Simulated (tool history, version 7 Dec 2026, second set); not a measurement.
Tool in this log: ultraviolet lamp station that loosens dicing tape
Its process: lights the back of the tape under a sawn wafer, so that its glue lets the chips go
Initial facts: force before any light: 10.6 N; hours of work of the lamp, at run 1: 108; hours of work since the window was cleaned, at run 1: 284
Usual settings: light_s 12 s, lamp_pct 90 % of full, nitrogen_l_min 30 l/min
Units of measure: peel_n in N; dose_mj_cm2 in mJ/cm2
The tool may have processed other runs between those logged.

run   hour  light_s  lamp_pct  nitrogen_l_min  hours of work of the lamp  hours of work since the window was cleaned  peel_n  dose_mj_cm2
  1      0       12        90              30                        108                                         284   0.208          374
  2   16.4       12        90              30                        117                                         292   0.211          368
  3   25.1       12        90              30                        121                                         297   0.214          370
  4   34.5       12        90              30                        126                                         302   0.214          369
  5   41.8       12        90              15                        130                                         305   0.346          364
  6   50.7       12        90              15                        135                                         310   0.345          367
  7   58.7       12        90              30                        139                                         314   0.215          365
  8   70.1       12        90              30                        145                                         320   0.229          358
  9     80       20        90              30                        150                                         325   0.106          604
 10   88.9       20        90              30                        155                                         330   0.105          603
 11  104.2       12        90              30                        163                                         338   0.226          354
 12  112.2       12        90              30                        167                                         342   0.224          361
 13  129.9       13        74              39                        176                                         351   0.293          321
 14  143.7       21        74              17                        183                                         359   0.142          514
 15  154.8       10        89              29                        189                                         364   0.436          290
 16    169       10        89              29                        197                                         372   0.432          287
 17  183.9       17        85              53                        204                                         380    0.12          463
 18  197.7       20        90              16                        212                                         387   0.117          579
 19  205.4       12        72              30                        216                                         391   0.485          272
 20    217       10        81              16                        222                                         397    0.83          260
 21  231.3       14        97              22                        229                                         404   0.168          427
 22  241.3        7        72              30                        234                                         410    1.71          156
 23  255.9        7        72              30                        242                                         417   1.639          160

Alternative continuations, all from the tool just after run 23; predict every row:
  A  266.6       14        97              19                        248                                         423       ?            ?
  B  266.6       12        66              49                        248                                         423       ?            ?
  C  266.6       12        90              41                        248                                         423       ?            ?

run  peel_n  dose_mj_cm2
  A   0.194          423
  B    0.51          246
  C    0.25          340
Stripped of hidden state, with their random variation kept, the same runs would have yielded:
run  peel_n  dose_mj_cm2
  A   0.117          549
  B   0.254          320
  C   0.144          441
